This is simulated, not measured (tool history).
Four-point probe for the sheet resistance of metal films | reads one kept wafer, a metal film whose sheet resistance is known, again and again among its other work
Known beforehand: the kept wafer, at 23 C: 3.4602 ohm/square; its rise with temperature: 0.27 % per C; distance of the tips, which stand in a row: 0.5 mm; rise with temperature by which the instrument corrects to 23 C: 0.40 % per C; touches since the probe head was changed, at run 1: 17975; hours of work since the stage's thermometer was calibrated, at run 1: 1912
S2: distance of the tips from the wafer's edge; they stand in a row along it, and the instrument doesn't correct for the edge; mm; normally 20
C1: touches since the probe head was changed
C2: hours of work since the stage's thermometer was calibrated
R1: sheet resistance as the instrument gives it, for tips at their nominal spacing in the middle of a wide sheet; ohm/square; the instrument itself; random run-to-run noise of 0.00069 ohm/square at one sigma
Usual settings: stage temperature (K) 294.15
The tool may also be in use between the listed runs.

Run 1, hour 0: usual settings; C1 17975; C2 1912. Result: R1 3.468396 ohm/square.
Run 2, hour 27.8: usual settings but S2 8 mm; C1 18707; C2 1933. Result: R1 3.47403 ohm/square.
Run 3, hour 57.5: usual settings but S2 8 mm; C1 19490; C2 1956. Result: R1 3.473866 ohm/square.
Run 4, hour 78.8: usual settings but S2 8 mm; C1 20052; C2 1972. Result: R1 3.474713 ohm/square.
Run 5, hour 102.5: usual settings but S2 8 mm; C1 20679; C2 1990. Result: R1 3.474537 ohm/square.
Run 6, hour 117.1: usual settings; C1 21063; C2 2002. Result: R1 3.467996 ohm/square.
Run 7, hour 140.5: usual settings but S2 12 mm; C1 21681; C2 2020. Result: R1 3.470279 ohm/square.
Run 8, hour 157.1: usual settings but S2 12 mm; C1 22118; C2 2032. Result: R1 3.469611 ohm/square.
Run 9, hour 182.4: usual settings; C1 22786; C2 2052. Result: R1 3.467824 ohm/square.
Run 10, hour 205.3: usual settings; C1 23391; C2 2070. Result: R1 3.467351 ohm/square.
Run 11, hour 237.3: usual settings; C1 24233; C2 2094. Result: R1 3.467637 ohm/square.
Run 12, hour 263.1: usual settings but stage temperature (K) 303.15, S2 23 mm; C1 24914; C2 2114. Result: R1 3.428149 ohm/square.
Run 13, hour 285.4: usual settings but stage temperature (K) 306.15, S2 72 mm; C1 25503; C2 2131. Result: R1 3.415255 ohm/square.
At hour 314.2: stage's thermometer calibrated.
Run 14, hour 315.2: usual settings but stage temperature (K) 307.15, S2 72 mm; C1 26276; C2 1. Result: R1 3.406405 ohm/square.
Run 15, hour 336.3: usual settings but stage temperature (K) 306.15, S2 19 mm; C1 26833; C2 17. Result: R1 3.412504 ohm/square.
Run 16, hour 353.2: usual settings but stage temperature (K) 306.15, S2 19 mm; C1 27279; C2 30. Result: R1 3.412447 ohm/square.
Run 17, hour 369: usual settings but stage temperature (K) 306.15, S2 19 mm; C1 27696; C2 42. Result: R1 3.413091 ohm/square.

Each row is a separate what-if for the run after 17, all from the same tool condition, not one after another. Results?
Run A, hour 394: usual settings but S2 67 mm; C1 28355; C2 62. Result: R1 ?.
Run B, hour 394: usual settings but S2 14 mm; C1 28355; C2 62. Result: R1 ?.
Run C, hour 394: usual settings but stage temperature (K) 300.15, S2 59 mm; C1 28355; C2 62. Result: R1 ?.

run        R1
  A  3.463573
  B  3.466401
  C   3.43609
With no hidden state in the tool, these same runs would have given:
run        R1
  A  3.469219
  B  3.472051
  C  3.441699
